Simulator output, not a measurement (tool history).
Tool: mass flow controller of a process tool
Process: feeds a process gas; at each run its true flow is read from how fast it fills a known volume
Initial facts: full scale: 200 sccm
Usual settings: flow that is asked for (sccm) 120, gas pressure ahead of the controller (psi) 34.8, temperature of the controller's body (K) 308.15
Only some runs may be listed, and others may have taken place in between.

run	hour	flow that is asked for (sccm)	gas pressure ahead of the controller (psi)	temperature of the controller's body (K)	true flow (%)
1	0	120	34.8	308.15	98.7
2	328.1	120	34.8	308.15	98.83
3	668.6	120	34.8	308.15	98.87
4	988.7	120	34.8	297.15	100
5	1282	120	34.8	308.15	98.99
6	1449.6	120	34.8	308.15	98.84
7	1671	120	34.8	308.15	98.92
8	2052.4	120	34.8	308.15	98.93
9	2226.4	120	34.8	308.15	98.8
# hour 2564.5: controller's zero set anew
10	2564.5	120	34.8	308.15	98.98
11	2835.7	120	34.8	308.15	98.75
12	3194.7	120	34.8	308.15	98.94
13	3380.9	175	34.8	308.15	99.22
14	3593	120	34.8	299.15	99.67
15	3887.5	55	34.8	299.15	99.32
16	4119.5	32	25.5	293.15	99.21
17	4373.3	22	25.5	311.15	97.37
18	4606.9	120	37	308.15	99.02
19	4811.7	36	39.7	298.15	99.53
20	5037.8	56	39.7	298.15	99.75
21	5226.3	65	26.1	298.15	99.03
22	5454.5	65	26.1	298.15	99.17
23	5770.9	120	34.8	298.15	99.7
24	6039.6	111	40	297.15	100.23
25	6266.9	143	34.8	311.15	98.82
26	6472.9	120	39.5	296.15	100.29
27	6686.8	120	39.5	296.15	100.17
28	7016.1	120	39.5	296.15	100.28
29	7250.2	190	36	308.15	99.33
30	7538	106	22	308.15	98.05

Alternative continuations, all from the tool just after run 30; predict every row:
A	7723	62	34.8	299.15	?
B	7723	57	34.8	295.15	?
C	7723	141	30	298.15	?
D	7723	120	37.3	308.15	?
E	7723	87	37	309.15	?

run	true flow (%)
A	99.43
B	99.75
C	99.67
D	98.91
E	98.65
Stripped of hidden state, with their random variation kept, the same runs would have yielded:
run	true flow (%)
A	99.41
B	99.74
C	99.66
D	98.9
E	98.64
